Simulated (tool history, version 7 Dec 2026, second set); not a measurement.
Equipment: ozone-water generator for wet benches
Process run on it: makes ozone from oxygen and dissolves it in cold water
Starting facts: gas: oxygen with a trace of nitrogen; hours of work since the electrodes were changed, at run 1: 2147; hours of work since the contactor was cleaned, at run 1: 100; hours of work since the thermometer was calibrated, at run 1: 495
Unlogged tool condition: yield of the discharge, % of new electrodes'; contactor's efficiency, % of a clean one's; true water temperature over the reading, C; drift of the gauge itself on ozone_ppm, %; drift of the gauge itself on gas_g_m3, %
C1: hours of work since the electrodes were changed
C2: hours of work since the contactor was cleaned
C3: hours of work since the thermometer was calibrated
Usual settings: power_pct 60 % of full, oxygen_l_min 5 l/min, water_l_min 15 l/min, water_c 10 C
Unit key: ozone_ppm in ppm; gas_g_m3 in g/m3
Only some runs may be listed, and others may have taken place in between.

run 1 hour=0 | power_pct=60 oxygen_l_min=5 water_l_min=15 water_c=10 | C1=2147 C2=100 C3=495 | ozone_ppm=18 gas_g_m3=153.4
run 2 hour=188.7 | power_pct=60 oxygen_l_min=5 water_l_min=15 water_c=10 | C1=2316 C2=270 C3=664 | ozone_ppm=17.7 gas_g_m3=153.7
run 3 hour=299 | power_pct=60 oxygen_l_min=8.64 water_l_min=15 water_c=10 | C1=2416 C2=369 C3=763 | ozone_ppm=16.8 gas_g_m3=111
run 4 hour=424.5 | power_pct=60 oxygen_l_min=8.64 water_l_min=15 water_c=10 | C1=2528 C2=482 C3=876 | ozone_ppm=16.7 gas_g_m3=110.3
run 5 hour=612.8 | power_pct=60 oxygen_l_min=8.64 water_l_min=15 water_c=10 | C1=2698 C2=651 C3=1045 | ozone_ppm=16.8 gas_g_m3=110.5
run 6 hour=812.4 | power_pct=60 oxygen_l_min=8.64 water_l_min=15 water_c=10 | C1=2877 C2=831 C3=1225 | ozone_ppm=16.7 gas_g_m3=109.5
run 7 hour=991.7 | power_pct=60 oxygen_l_min=5 water_l_min=14 water_c=10 | C1=3038 C2=992 C3=1386 | ozone_ppm=18.9 gas_g_m3=153.4
run 8 hour=1117 | power_pct=60 oxygen_l_min=5 water_l_min=15 water_c=10 | C1=3151 C2=1104 C3=1499 | ozone_ppm=18 gas_g_m3=154.1
run 9 hour=1309.9 | power_pct=60 oxygen_l_min=5 water_l_min=15 water_c=10 | C1=3324 C2=1278 C3=1672 | ozone_ppm=18 gas_g_m3=151.5
run 10 hour=1514.4 | power_pct=60 oxygen_l_min=5 water_l_min=23 water_c=10 | C1=3508 C2=1462 C3=1856 | ozone_ppm=12.6 gas_g_m3=153.5

What does the tool deliver on the next run?
run 11 hour=1677.8 | power_pct=60 oxygen_l_min=5 water_l_min=23 water_c=10 | C1=3655 C2=1609 C3=2003 | ozone_ppm=? gas_g_m3=?

Run 11 yielded ozone_ppm 12.9 ppm, gas_g_m3 152.6 g/m3.
Had the tool carried no hidden state, the very same run would have given ozone_ppm 12.9 ppm, gas_g_m3 154.5 g/m3.

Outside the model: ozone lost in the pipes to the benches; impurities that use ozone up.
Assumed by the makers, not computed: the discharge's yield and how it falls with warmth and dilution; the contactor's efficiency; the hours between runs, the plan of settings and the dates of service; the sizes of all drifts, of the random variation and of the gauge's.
